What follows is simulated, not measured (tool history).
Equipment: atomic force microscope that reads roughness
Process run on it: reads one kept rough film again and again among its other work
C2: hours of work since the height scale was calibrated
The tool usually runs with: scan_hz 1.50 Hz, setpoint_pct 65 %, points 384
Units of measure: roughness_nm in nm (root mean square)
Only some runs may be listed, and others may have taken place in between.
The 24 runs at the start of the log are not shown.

{"run": 25, "hour": 368.2, "scan_hz": 3.34, "setpoint_pct": 65, "points": 384, "pictures with this tip": 92, "C2": 17, "roughness_nm": 1.0}
{"run": 26, "hour": 383.7, "scan_hz": 0.5, "setpoint_pct": 65, "points": 384, "pictures with this tip": 114, "C2": 23, "roughness_nm": 1.135}
{"run": 27, "hour": 399.2, "scan_hz": 0.5, "setpoint_pct": 65, "points": 384, "pictures with this tip": 136, "C2": 30, "roughness_nm": 1.123}
{"run": 28, "hour": 413.7, "scan_hz": 0.5, "setpoint_pct": 65, "points": 384, "pictures with this tip": 156, "C2": 36, "roughness_nm": 1.112}
{"run": 29, "hour": 422.1, "scan_hz": 2.04, "setpoint_pct": 70, "points": 418, "pictures with this tip": 168, "C2": 40, "roughness_nm": 1.006}
{"run": 30, "hour": 441.4, "scan_hz": 2.04, "setpoint_pct": 70, "points": 418, "pictures with this tip": 195, "C2": 48, "roughness_nm": 0.994}
{"run": 31, "hour": 460.8, "scan_hz": 1.99, "setpoint_pct": 67, "points": 457, "pictures with this tip": 223, "C2": 56, "roughness_nm": 1.01}
{"run": 32, "hour": 479.0, "scan_hz": 0.53, "setpoint_pct": 77, "points": 648, "pictures with this tip": 248, "C2": 64, "roughness_nm": 1.05}

3 options for the next run, each taken on its own from the tool as it stands now. Forecast them:
{"run": "A", "hour": 489.8, "scan_hz": 1.98, "setpoint_pct": 77, "points": 648, "pictures with this tip": 263, "C2": 68, "roughness_nm": "?"}
{"run": "B", "hour": 489.8, "scan_hz": 0.53, "setpoint_pct": 68, "points": 648, "pictures with this tip": 263, "C2": 68, "roughness_nm": "?"}
{"run": "C", "hour": 489.8, "scan_hz": 1.8, "setpoint_pct": 55, "points": 648, "pictures with this tip": 263, "C2": 68, "roughness_nm": "?"}

run=A roughness_nm=0.937
run=B roughness_nm=1.079
run=C roughness_nm=1.065
Without the tool's unlogged condition, the same runs would have read:
run=A roughness_nm=1.016
run=B roughness_nm=1.170
run=C roughness_nm=1.156
